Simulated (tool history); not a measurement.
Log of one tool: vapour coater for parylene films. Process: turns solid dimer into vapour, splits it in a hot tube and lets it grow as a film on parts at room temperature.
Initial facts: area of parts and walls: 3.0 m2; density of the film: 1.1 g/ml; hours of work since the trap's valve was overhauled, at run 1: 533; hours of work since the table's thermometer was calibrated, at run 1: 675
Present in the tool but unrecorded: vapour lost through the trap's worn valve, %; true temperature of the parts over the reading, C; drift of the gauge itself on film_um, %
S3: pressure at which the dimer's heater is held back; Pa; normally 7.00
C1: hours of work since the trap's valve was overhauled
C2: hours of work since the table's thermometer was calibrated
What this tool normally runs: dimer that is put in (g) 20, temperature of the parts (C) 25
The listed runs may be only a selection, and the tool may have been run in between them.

Run 1, hour 0.0: usual settings; C1 533; C2 675. Result: thickness of the film (µm) 4.57.
Run 2, hour 15.7: usual settings; C1 546; C2 688. Result: thickness of the film (µm) 4.64.
Run 3, hour 27.7: usual settings; C1 556; C2 698. Result: thickness of the film (µm) 4.60.
Run 4, hour 37.1: usual settings but temperature of the parts (C) 23; C1 564; C2 706. Result: thickness of the film (µm) 4.86.
Run 5, hour 52.3: usual settings but temperature of the parts (C) 23; C1 576; C2 718. Result: thickness of the film (µm) 4.86.
Run 6, hour 69.4: usual settings but temperature of the parts (C) 23; C1 591; C2 732. Result: thickness of the film (µm) 4.89.
Run 7, hour 86.8: usual settings but temperature of the parts (C) 23; C1 605; C2 747. Result: thickness of the film (µm) 4.85.
Run 8, hour 104.9: usual settings but temperature of the parts (C) 23; C1 620; C2 762. Result: thickness of the film (µm) 4.85.
At hour 114.5: trap's valve overhauled.
Run 9, hour 119.2: usual settings but temperature of the parts (C) 23; C1 4; C2 770. Result: thickness of the film (µm) 4.95.
Run 10, hour 141.6: usual settings but temperature of the parts (C) 35; C1 22; C2 789. Result: thickness of the film (µm) 3.51.
Run 11, hour 163.9: usual settings but temperature of the parts (C) 35; C1 41; C2 807. Result: thickness of the film (µm) 3.45.
Run 12, hour 177.9: usual settings but temperature of the parts (C) 35; C1 53; C2 819. Result: thickness of the film (µm) 3.46.
Run 13, hour 187.4: usual settings but temperature of the parts (C) 35; C1 60; C2 827. Result: thickness of the film (µm) 3.47.
Run 14, hour 200.4: usual settings but temperature of the parts (C) 20; C1 71; C2 838. Result: thickness of the film (µm) 5.41.
Run 15, hour 221.7: usual settings but temperature of the parts (C) 20; C1 89; C2 855. Result: thickness of the film (µm) 5.33.
Run 16, hour 235.4: usual settings; C1 100; C2 867. Result: thickness of the film (µm) 4.67.
Run 17, hour 253.8: usual settings; C1 115; C2 882. Result: thickness of the film (µm) 4.65.
Run 18, hour 275.5: usual settings but S3 4.87 Pa; C1 133; C2 900. Result: thickness of the film (µm) 4.81.
Run 19, hour 295.3: usual settings but S3 2.50 Pa; C1 150; C2 916. Result: thickness of the film (µm) 5.29.
Run 20, hour 311.9: usual settings but S3 2.50 Pa; C1 164; C2 930. Result: thickness of the film (µm) 5.31.
Run 21, hour 321.8: usual settings; C1 172; C2 938. Result: thickness of the film (µm) 4.66.
Run 22, hour 332.7: usual settings but dimer that is put in (g) 18, S3 9.93 Pa; C1 181; C2 947. Result: thickness of the film (µm) 4.05.
Run 23, hour 343.0: usual settings but dimer that is put in (g) 19, temperature of the parts (C) 20, S3 3.00 Pa; C1 189; C2 956. Result: thickness of the film (µm) 5.65.
Run 24, hour 364.6: usual settings but dimer that is put in (g) 19, temperature of the parts (C) 20, S3 8.61 Pa; C1 207; C2 974. Result: thickness of the film (µm) 5.00.
Run 25, hour 377.1: usual settings but dimer that is put in (g) 19, temperature of the parts (C) 20, S3 8.61 Pa; C1 218; C2 984. Result: thickness of the film (µm) 4.99.
Run 26, hour 391.0: usual settings but dimer that is put in (g) 19, temperature of the parts (C) 20, S3 8.61 Pa; C1 229; C2 996. Result: thickness of the film (µm) 4.99.
Run 27, hour 403.3: usual settings but S3 8.61 Pa; C1 239; C2 1006. Result: thickness of the film (µm) 4.48.
Run 28, hour 422.0: usual settings but dimer that is put in (g) 14, temperature of the parts (C) 17, S3 7.63 Pa; C1 255; C2 1021. Result: thickness of the film (µm) 4.03.
Run 29, hour 431.1: usual settings but dimer that is put in (g) 14, temperature of the parts (C) 17, S3 7.63 Pa; C1 262; C2 1029. Result: thickness of the film (µm) 4.06.
Run 30, hour 442.6: usual settings but temperature of the parts (C) 22, S3 4.59 Pa; C1 272; C2 1038. Result: thickness of the film (µm) 5.42.
Run 31, hour 452.0: usual settings but dimer that is put in (g) 14, S3 4.31 Pa; C1 280; C2 1046. Result: thickness of the film (µm) 3.42.
Run 32, hour 466.5: usual settings but dimer that is put in (g) 14, S3 4.31 Pa; C1 292; C2 1058. Result: thickness of the film (µm) 3.45.
Run 33, hour 488.3: usual settings but dimer that is put in (g) 13, S3 2.85 Pa; C1 310; C2 1076. Result: thickness of the film (µm) 3.35.
Run 34, hour 505.7: usual settings but dimer that is put in (g) 13, temperature of the parts (C) 20, S3 5.67 Pa; C1 324; C2 1091. Result: thickness of the film (µm) 3.47.
Run 35, hour 518.1: usual settings but dimer that is put in (g) 13, temperature of the parts (C) 20, S3 5.67 Pa; C1 334; C2 1101. Result: thickness of the film (µm) 3.62.
Run 36, hour 533.1: usual settings but temperature of the parts (C) 27, S3 4.20 Pa; C1 347; C2 1113. Result: thickness of the film (µm) 4.62.
Run 37, hour 549.3: usual settings but dimer that is put in (g) 31; C1 360; C2 1127. Result: thickness of the film (µm) 7.23.
Run 38, hour 560.5: usual settings but dimer that is put in (g) 31; C1 370; C2 1136. Result: thickness of the film (µm) 7.26.
Run 39, hour 569.9: usual settings but dimer that is put in (g) 31; C1 377; C2 1144. Result: thickness of the film (µm) 7.11.
Run 40, hour 590.6: usual settings but dimer that is put in (g) 21, temperature of the parts (C) 31, S3 8.40 Pa; C1 395; C2 1161. Result: thickness of the film (µm) 3.97.
Run 41, hour 609.1: usual settings but dimer that is put in (g) 21, temperature of the parts (C) 31, S3 8.40 Pa; C1 410; C2 1176. Result: thickness of the film (µm) 3.99.

Consider 5 possible next runs. They are alternatives, not a sequence: every one starts from the tool as it was left by run 41. What does each give?
Run A, hour 625.4: usual settings but dimer that is put in (g) 21, temperature of the parts (C) 17, S3 4.48 Pa; C1 423; C2 1190. Result: thickness of the film (µm) ?.
Run B, hour 625.4: usual settings but dimer that is put in (g) 16, temperature of the parts (C) 19, S3 7.56 Pa; C1 423; C2 1190. Result: thickness of the film (µm) ?.
Run C, hour 625.4: usual settings but dimer that is put in (g) 19, temperature of the parts (C) 28, S3 3.18 Pa; C1 423; C2 1190. Result: thickness of the film (µm) ?.
Run D, hour 625.4: usual settings but dimer that is put in (g) 21, temperature of the parts (C) 31, S3 8.40 Pa; C1 423; C2 1190. Result: thickness of the film (µm) ?.
Run E, hour 625.4: usual settings but dimer that is put in (g) 14, temperature of the parts (C) 31, S3 8.40 Pa; C1 423; C2 1190. Result: thickness of the film (µm) ?.

run  thickness of the film (µm)
  A                        6.22
  B                        4.34
  C                        4.49
  D                        4.07
  E                        2.71
What these runs would have given with no unlogged condition in the tool:
run  thickness of the film (µm)
  A                        6.26
  B                        4.36
  C                        4.51
  D                        4.09
  E                        2.72

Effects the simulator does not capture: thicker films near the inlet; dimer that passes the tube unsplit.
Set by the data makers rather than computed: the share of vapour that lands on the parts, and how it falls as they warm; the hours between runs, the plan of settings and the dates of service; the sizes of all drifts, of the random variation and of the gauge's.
